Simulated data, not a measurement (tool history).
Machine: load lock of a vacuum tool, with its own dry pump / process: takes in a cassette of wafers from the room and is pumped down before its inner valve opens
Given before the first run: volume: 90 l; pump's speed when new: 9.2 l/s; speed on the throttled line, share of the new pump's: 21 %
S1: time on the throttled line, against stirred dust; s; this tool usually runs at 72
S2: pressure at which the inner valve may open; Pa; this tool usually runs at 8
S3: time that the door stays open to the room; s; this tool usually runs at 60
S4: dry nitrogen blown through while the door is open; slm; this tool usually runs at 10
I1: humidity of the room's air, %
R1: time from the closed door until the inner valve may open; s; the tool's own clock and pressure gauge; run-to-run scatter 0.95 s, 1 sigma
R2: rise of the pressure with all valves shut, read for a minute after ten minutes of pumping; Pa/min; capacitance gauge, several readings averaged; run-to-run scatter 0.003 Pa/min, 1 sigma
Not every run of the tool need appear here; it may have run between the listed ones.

run 1 day=0.000 | S1=72 S2=8 S3=60 S4=10 | I1=43.7 | R1=162.2 R2=0.255
run 2 day=7.492 | S1=72 S2=8 S3=60 S4=19 | I1=45.3 | R1=163.7 R2=0.272
run 3 day=17.304 | S1=72 S2=8 S3=60 S4=10 | I1=47.2 | R1=160.8 R2=0.301
run 4 day=27.125 | S1=72 S2=8 S3=60 S4=10 | I1=40.7 | R1=162.1 R2=0.321
run 5 day=36.121 | S1=67 S2=8 S3=60 S4=10 | I1=48.7 | R1=159.7 R2=0.349
run 6 day=44.342 | S1=67 S2=8 S3=60 S4=10 | I1=48.1 | R1=159.9 R2=0.379
-- day=46.517 door's seal changed, seat wiped
run 7 day=50.850 | S1=67 S2=8 S3=60 S4=10 | I1=46.2 | R1=159.8 R2=0.021
run 8 day=62.967 | S1=67 S2=8 S3=60 S4=10 | I1=46.0 | R1=160.6 R2=0.026
run 9 day=72.967 | S1=72 S2=8 S3=60 S4=10 | I1=45.7 | R1=165.5 R2=0.039
run 10 day=83.112 | S1=72 S2=8 S3=60 S4=10 | I1=45.1 | R1=166.6 R2=0.046
run 11 day=92.354 | S1=72 S2=8 S3=60 S4=10 | I1=44.8 | R1=165.7 R2=0.057
run 12 day=99.775 | S1=72 S2=8 S3=60 S4=10 | I1=45.5 | R1=166.4 R2=0.061
run 13 day=107.150 | S1=72 S2=8 S3=60 S4=22 | I1=45.1 | R1=167.5 R2=0.064
run 14 day=119.662 | S1=72 S2=8 S3=60 S4=22 | I1=47.0 | R1=165.1 R2=0.086
run 15 day=132.425 | S1=72 S2=8 S3=60 S4=22 | I1=46.1 | R1=167.1 R2=0.109
run 16 day=137.983 | S1=72 S2=8 S3=60 S4=22 | I1=45.6 | R1=167.6 R2=0.111
run 17 day=143.412 | S1=72 S2=8 S3=60 S4=22 | I1=43.7 | R1=168.5 R2=0.114
run 18 day=155.521 | S1=120 S2=12 S3=121 S4=10 | I1=43.4 | R1=199.8 R2=0.148
run 19 day=166.379 | S1=64 S2=9 S3=27 S4=38 | I1=44.2 | R1=159.4 R2=0.157
run 20 day=172.833 | S1=64 S2=9 S3=27 S4=38 | I1=46.7 | R1=163.4 R2=0.169
run 21 day=181.988 | S1=114 S2=12 S3=167 S4=6 | I1=45.7 | R1=196.2 R2=0.221
run 22 day=190.983 | S1=114 S2=12 S3=167 S4=6 | I1=45.2 | R1=196.5 R2=0.242
run 23 day=201.392 | S1=134 S2=8 S3=60 S4=5 | I1=47.6 | R1=214.8 R2=0.255
run 24 day=212.242 | S1=134 S2=8 S3=60 S4=5 | I1=43.8 | R1=218.7 R2=0.275
run 25 day=219.875 | S1=134 S2=9 S3=159 S4=5 | I1=46.4 | R1=213.5 R2=0.302
run 26 day=231.912 | S1=41 S2=10 S3=60 S4=10 | I1=43.8 | R1=147.0 R2=0.325
run 27 day=238.033 | S1=41 S2=10 S3=60 S4=10 | I1=46.3 | R1=147.5 R2=0.348
run 28 day=247.675 | S1=72 S2=8 S3=56 S4=10 | I1=44.5 | R1=171.9 R2=0.371
-- day=253.362 door's seal changed, seat wiped
run 29 day=253.612 | S1=72 S2=10 S3=42 S4=10 | I1=43.2 | R1=171.0 R2=0.010
run 30 day=261.696 | S1=56 S2=8 S3=60 S4=10 | I1=44.1 | R1=161.2 R2=0.021
run 31 day=271.329 | S1=56 S2=8 S3=60 S4=10 | I1=45.8 | R1=163.6 R2=0.027

Here are 5 independent what-if runs from the current tool condition. What would each one return?
run A day=280.392 | S1=72 S2=14 S3=60 S4=10 | I1=44.1 | R1=? R2=?
run B day=280.392 | S1=72 S2=8 S3=79 S4=10 | I1=46.4 | R1=? R2=?
run C day=280.392 | S1=56 S2=7 S3=118 S4=10 | I1=47.0 | R1=? R2=?
run D day=280.392 | S1=99 S2=16 S3=60 S4=10 | I1=45.5 | R1=? R2=?
run E day=280.392 | S1=56 S2=8 S3=38 S4=10 | I1=44.5 | R1=? R2=?

run=A R1=168.4 R2=0.031
run=B R1=175.0 R2=0.043
run=C R1=165.4 R2=0.046
run=D R1=184.5 R2=0.042
run=E R1=164.1 R2=0.033
Had the tool no hidden state, the same runs would have come out as:
run=A R1=145.4 R2=0.012
run=B R1=150.1 R2=0.024
run=C R1=139.2 R2=0.027
run=D R1=163.8 R2=0.023
run=E R1=138.1 R2=0.014

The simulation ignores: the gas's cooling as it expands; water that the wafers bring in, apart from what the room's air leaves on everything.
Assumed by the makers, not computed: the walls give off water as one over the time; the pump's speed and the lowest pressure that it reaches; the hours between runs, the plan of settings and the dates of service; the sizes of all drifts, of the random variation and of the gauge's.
